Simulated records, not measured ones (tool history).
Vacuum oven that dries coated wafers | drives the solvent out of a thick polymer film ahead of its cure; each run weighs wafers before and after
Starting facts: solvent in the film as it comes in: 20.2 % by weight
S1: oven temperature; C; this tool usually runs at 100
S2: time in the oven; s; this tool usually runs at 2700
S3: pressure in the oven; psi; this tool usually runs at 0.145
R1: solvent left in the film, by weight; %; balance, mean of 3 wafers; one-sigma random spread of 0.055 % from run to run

run 1 hour=0 | S1=100 S2=2700 S3=0.145 | R1=3.33
run 2 hour=71 | S1=100 S2=2700 S3=0.145 | R1=3.33
run 3 hour=150.3 | S1=100 S2=2040 S3=0.145 | R1=4.74
run 4 hour=236.5 | S1=100 S2=2040 S3=0.145 | R1=4.74
run 5 hour=329.6 | S1=100 S2=2040 S3=0.145 | R1=4.67
run 6 hour=401.2 | S1=88 S2=2040 S3=0.145 | R1=8.09
run 7 hour=460.1 | S1=101 S2=3180 S3=0.184 | R1=2.74
run 8 hour=528.8 | S1=101 S2=3180 S3=0.184 | R1=2.78
run 9 hour=581.2 | S1=101 S2=3180 S3=0.184 | R1=2.77
run 10 hour=661.4 | S1=98 S2=3180 S3=0.146 | R1=3.05
run 11 hour=748.9 | S1=98 S2=3180 S3=0.146 | R1=3.13

Forecast each of these 3 alternatives for the next run:
run A hour=797.6 | S1=100 S2=2280 S3=0.329 | R1=?
run B hour=797.6 | S1=100 S2=2040 S3=0.174 | R1=?
run C hour=797.6 | S1=100 S2=1320 S3=0.567 | R1=?

run=A R1=5.15
run=B R1=4.96
run=C R1=9.39
With no hidden state in the tool, these same runs would have given:
run=A R1=5.14
run=B R1=4.95
run=C R1=9.39
